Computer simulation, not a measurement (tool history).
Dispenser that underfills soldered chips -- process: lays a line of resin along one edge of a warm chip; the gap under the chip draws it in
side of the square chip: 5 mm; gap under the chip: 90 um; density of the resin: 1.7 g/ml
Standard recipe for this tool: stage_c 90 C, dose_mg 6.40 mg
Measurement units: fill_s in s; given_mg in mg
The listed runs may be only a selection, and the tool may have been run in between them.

run,day,stage_c,dose_mg,fill_s,given_mg
1,0.000,90,6.40,14.3,6.36
2,0.325,90,6.40,21.4,6.35
# day 0.446: new syringe of resin
3,0.612,90,8.08,15.6,7.95
# day 0.967: new syringe of resin
4,1.029,90,8.08,13.8,7.93
5,1.333,90,8.08,20.5,7.94
# day 1.479: new syringe of resin
6,1.617,90,8.08,15.4,7.90
7,1.800,90,8.08,18.9,7.88
# day 2.008: new syringe of resin
8,2.196,84,6.40,20.1,6.21
# day 2.504: new syringe of resin
9,2.504,88,6.40,14.4,6.20
10,2.946,96,7.09,18.8,6.82
# day 3.004: new syringe of resin
11,3.242,92,6.39,15.9,6.14
# day 3.500: new syringe of resin
12,3.625,75,8.04,24.0,7.69
# day 3.738: dispensing valve cleaned and set on the balance
13,3.929,79,5.55,30.5,5.56
# day 4.046: new syringe of resin
14,4.346,76,7.58,30.6,7.56
# day 4.546: new syringe of resin
15,4.725,76,7.82,25.0,7.78
# day 5.071: new syringe of resin
16,5.142,96,5.88,11.5,5.85
17,5.462,96,7.52,17.0,7.41
# day 5.592: new syringe of resin
18,5.896,96,7.52,15.5,7.35

Predict each of these 3 candidate next runs independently; none follows another, all start after run 18:
# day 6.092: new syringe of resin
A,6.296,103,6.40,?,?
# day 6.092: new syringe of resin
B,6.296,80,7.83,?,?
# day 6.092: new syringe of resin
C,6.296,81,8.08,?,?

run,fill_s,given_mg
A,10.6,6.26
B,23.4,7.66
C,22.2,7.90
The same runs, with their run-to-run variation unchanged, on a tool lacking any hidden condition would have given:
run,fill_s,given_mg
A,8.5,6.40
B,19.3,7.83
C,18.2,8.08

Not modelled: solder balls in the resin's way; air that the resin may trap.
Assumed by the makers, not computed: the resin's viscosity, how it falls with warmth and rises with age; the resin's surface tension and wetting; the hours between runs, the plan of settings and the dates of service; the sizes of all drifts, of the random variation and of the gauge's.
